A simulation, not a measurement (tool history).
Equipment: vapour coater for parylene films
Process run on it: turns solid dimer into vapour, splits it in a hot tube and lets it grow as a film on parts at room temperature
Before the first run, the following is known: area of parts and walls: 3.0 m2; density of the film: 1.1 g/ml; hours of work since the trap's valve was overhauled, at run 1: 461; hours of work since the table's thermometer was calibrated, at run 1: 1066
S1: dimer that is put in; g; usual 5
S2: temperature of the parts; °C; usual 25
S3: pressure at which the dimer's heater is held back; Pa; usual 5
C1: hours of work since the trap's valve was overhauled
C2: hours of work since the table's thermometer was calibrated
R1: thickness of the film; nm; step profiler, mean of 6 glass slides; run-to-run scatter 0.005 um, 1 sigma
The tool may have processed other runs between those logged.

Run 1, hour 0: usual settings; C1 461; C2 1066. Result: R1 884 nm.
Run 2, hour 49.9: usual settings but S2 20 °C; C1 485; C2 1090. Result: R1 983 nm.
Run 3, hour 102.1: usual settings but S2 20 °C; C1 511; C2 1116. Result: R1 988 nm.
Run 4, hour 175.2: usual settings; C1 546; C2 1151. Result: R1 882 nm.
Run 5, hour 225.4: usual settings; C1 571; C2 1176. Result: R1 885 nm.
Run 6, hour 304: usual settings; C1 609; C2 1214. Result: R1 881 nm.
At hour 336.1: trap's valve overhauled.
Run 7, hour 375.9: usual settings; C1 19; C2 1247. Result: R1 874 nm.
Run 8, hour 447.2: usual settings but S1 4 g, S2 21 °C, S3 3.34 Pa; C1 54; C2 1282. Result: R1 840 nm.
At hour 474.4: table's thermometer calibrated.
Run 9, hour 486.5: usual settings but S1 4 g, S2 18 °C, S3 2.31 Pa; C1 73; C2 6. Result: R1 978 nm.
Run 10, hour 536.7: usual settings but S1 4 g, S2 18 °C, S3 2.31 Pa; C1 97; C2 30. Result: R1 973 nm.
Run 11, hour 615.6: usual settings but S1 4 g, S2 18 °C, S3 2.31 Pa; C1 136; C2 69. Result: R1 975 nm.
Run 12, hour 693.5: usual settings but S2 30 °C, S3 10.46 Pa; C1 173; C2 107. Result: R1 677 nm.
Run 13, hour 755.4: usual settings but S2 30 °C, S3 10.46 Pa; C1 203; C2 137. Result: R1 686 nm.
Run 14, hour 822.2: usual settings but S3 10.53 Pa; C1 236; C2 169. Result: R1 755 nm.

Alternative continuations, all from the tool just after run 14; predict every row:
Run A, hour 893.4: usual settings but S1 4 g, S3 5.5 Pa; C1 271; C2 204. Result: R1 ?.
Run B, hour 893.4: usual settings but S1 8 g, S3 10.53 Pa; C1 271; C2 204. Result: R1 ?.
Run C, hour 893.4: usual settings but S1 2 g, S2 34 °C, S3 2.58 Pa; C1 271; C2 204. Result: R1 ?.
Run D, hour 893.4: usual settings but S3 4.8 Pa; C1 271; C2 204. Result: R1 ?.
Run E, hour 893.4: usual settings but S2 32 °C, S3 4.51 Pa; C1 271; C2 204. Result: R1 ?.

run    R1
  A   692
  B  1212
  C   324
  D   891
  E   772
Had the tool no hidden state, the same runs would have come out as:
run    R1
  A   692
  B  1213
  C   325
  D   892
  E   773

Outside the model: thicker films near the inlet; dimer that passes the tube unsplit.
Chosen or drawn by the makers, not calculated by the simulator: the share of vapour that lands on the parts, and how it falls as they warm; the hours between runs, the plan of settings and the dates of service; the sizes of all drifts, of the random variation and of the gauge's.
